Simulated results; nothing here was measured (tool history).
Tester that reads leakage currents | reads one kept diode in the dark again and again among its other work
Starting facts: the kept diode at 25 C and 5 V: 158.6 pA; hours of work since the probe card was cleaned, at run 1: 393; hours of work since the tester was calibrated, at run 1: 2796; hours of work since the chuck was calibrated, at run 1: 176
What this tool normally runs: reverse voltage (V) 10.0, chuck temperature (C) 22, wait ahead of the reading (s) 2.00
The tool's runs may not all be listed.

run	hour	reverse voltage (V)	chuck temperature (C)	wait ahead of the reading (s)	hours of work since the probe card was cleaned	hours of work since the tester was calibrated	hours of work since the chuck was calibrated	current that the tester gives (pA)
1	0.0	10.0	22	2.00	393	2796	176	176.38
2	126.5	10.0	22	2.00	445	2848	228	178.33
3	293.7	2.9	22	2.00	513	2916	296	102.91
4	467.4	2.9	22	2.00	584	2987	367	103.28
5	601.5	2.9	22	2.00	638	3041	421	103.92
# hour 663.4: tester calibrated
6	790.4	10.0	22	2.00	714	52	497	183.25
7	989.0	10.0	22	2.00	795	133	578	184.48
8	1162.0	10.0	22	2.00	866	203	649	185.12
9	1315.4	6.2	22	2.00	928	266	711	149.67
10	1483.8	3.5	22	0.87	997	334	780	115.67
11	1676.8	1.1	22	0.87	1075	413	858	69.23
12	1771.8	1.1	22	0.87	1114	451	897	69.36
13	1923.9	10.0	29	2.00	1176	513	959	319.29
14	2118.3	10.0	39	2.00	1255	593	1038	645.91
15	2259.5	6.6	34	0.59	1313	650	1096	380.58
16	2343.7	6.5	49	4.61	1347	684	1130	1049.53

For some of the steps in current that the tester gives (pA) from one run to the next: how much would appear even if the tool had no hidden state, given the settings, what came in and random variation, and how much remains for the hidden state plus any gauge scatter that the measured result and the result without hidden state don't share?
The tool's hidden condition here consists of: stray current of the dirty probe card, pA a volt; current scale over the true one, %; true chuck temperature over the reading, C; drift of the gauge itself on leakage_pa, %.
Run 15 -> 16: reverse voltage (V) 6.6 -> 6.5, chuck temperature (C) 34 -> 49, wait ahead of the reading (s) 0.59 -> 4.61. current that the tester gives (pA) +668.95: hidden state +37.03, all else +631.92.

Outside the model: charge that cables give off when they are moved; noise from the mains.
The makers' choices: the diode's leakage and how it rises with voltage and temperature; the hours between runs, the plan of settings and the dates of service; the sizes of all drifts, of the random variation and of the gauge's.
